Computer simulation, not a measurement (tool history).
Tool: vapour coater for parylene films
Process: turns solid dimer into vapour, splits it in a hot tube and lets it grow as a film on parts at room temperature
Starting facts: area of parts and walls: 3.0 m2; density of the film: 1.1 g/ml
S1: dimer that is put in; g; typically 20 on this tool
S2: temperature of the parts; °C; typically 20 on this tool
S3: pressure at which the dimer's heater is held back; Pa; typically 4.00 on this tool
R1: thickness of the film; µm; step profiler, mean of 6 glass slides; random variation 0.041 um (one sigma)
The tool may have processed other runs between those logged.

run 1 hour=0.0 | S1=20 S2=20 S3=4.00 | R1=4.45
run 2 hour=60.4 | S1=20 S2=20 S3=4.00 | R1=4.45
run 3 hour=105.9 | S1=19 S2=20 S3=4.00 | R1=4.20
run 4 hour=181.0 | S1=19 S2=20 S3=4.00 | R1=4.22
run 5 hour=219.5 | S1=19 S2=20 S3=4.00 | R1=4.16
run 6 hour=254.3 | S1=20 S2=20 S3=9.42 | R1=3.82
run 7 hour=293.2 | S1=20 S2=20 S3=4.00 | R1=4.47
run 8 hour=344.1 | S1=20 S2=27 S3=4.00 | R1=3.42
run 9 hour=394.9 | S1=20 S2=27 S3=4.00 | R1=3.40
run 10 hour=432.4 | S1=30 S2=20 S3=4.00 | R1=6.65
-- hour=464.0 trap's valve overhauled
run 11 hour=475.3 | S1=16 S2=20 S3=4.00 | R1=3.63
run 12 hour=540.1 | S1=21 S2=20 S3=4.00 | R1=4.69
run 13 hour=578.6 | S1=21 S2=20 S3=4.00 | R1=4.66
run 14 hour=651.0 | S1=20 S2=20 S3=4.00 | R1=4.40
run 15 hour=704.6 | S1=20 S2=20 S3=4.00 | R1=4.48
run 16 hour=771.1 | S1=20 S2=17 S3=4.00 | R1=4.99
run 17 hour=833.2 | S1=20 S2=17 S3=4.00 | R1=4.87
run 18 hour=899.6 | S1=20 S2=17 S3=4.00 | R1=4.94
run 19 hour=976.1 | S1=20 S2=17 S3=4.00 | R1=4.97
run 20 hour=1021.2 | S1=10 S2=17 S3=4.00 | R1=2.45
run 21 hour=1087.2 | S1=20 S2=20 S3=4.00 | R1=4.46
run 22 hour=1139.4 | S1=20 S2=18 S3=3.60 | R1=4.87
run 23 hour=1171.5 | S1=9 S2=20 S3=2.18 | R1=2.17
run 24 hour=1219.1 | S1=15 S2=31 S3=7.44 | R1=2.02
run 25 hour=1264.1 | S1=13 S2=20 S3=3.79 | R1=2.90
run 26 hour=1314.7 | S1=13 S2=20 S3=3.47 | R1=2.96
run 27 hour=1378.9 | S1=17 S2=22 S3=3.14 | R1=3.64
-- hour=1393.7 table's thermometer calibrated
run 28 hour=1422.0 | S1=21 S2=22 S3=4.13 | R1=4.23
-- hour=1439.6 trap's valve overhauled
run 29 hour=1459.3 | S1=10 S2=12 S3=4.13 | R1=2.93
run 30 hour=1513.1 | S1=18 S2=20 S3=5.79 | R1=3.77
run 31 hour=1564.3 | S1=18 S2=20 S3=5.79 | R1=3.76
run 32 hour=1601.3 | S1=18 S2=20 S3=5.79 | R1=3.80
run 33 hour=1656.1 | S1=16 S2=31 S3=6.57 | R1=2.15
run 34 hour=1713.6 | S1=20 S2=20 S3=2.70 | R1=4.67
run 35 hour=1763.6 | S1=20 S2=20 S3=3.97 | R1=4.42
run 36 hour=1814.7 | S1=14 S2=20 S3=4.00 | R1=3.11
run 37 hour=1892.3 | S1=14 S2=20 S3=5.44 | R1=2.94
run 38 hour=1932.5 | S1=9 S2=15 S3=7.85 | R1=2.15
run 39 hour=1994.9 | S1=9 S2=16 S3=5.58 | R1=2.22

Forecast run 40:
run 40 hour=2056.4 | S1=9 S2=29 S3=2.27 | R1=?

{"run 40": {"R1": 1.57}}
With no hidden state in the tool, this same run would have given R1 1.58 µm.
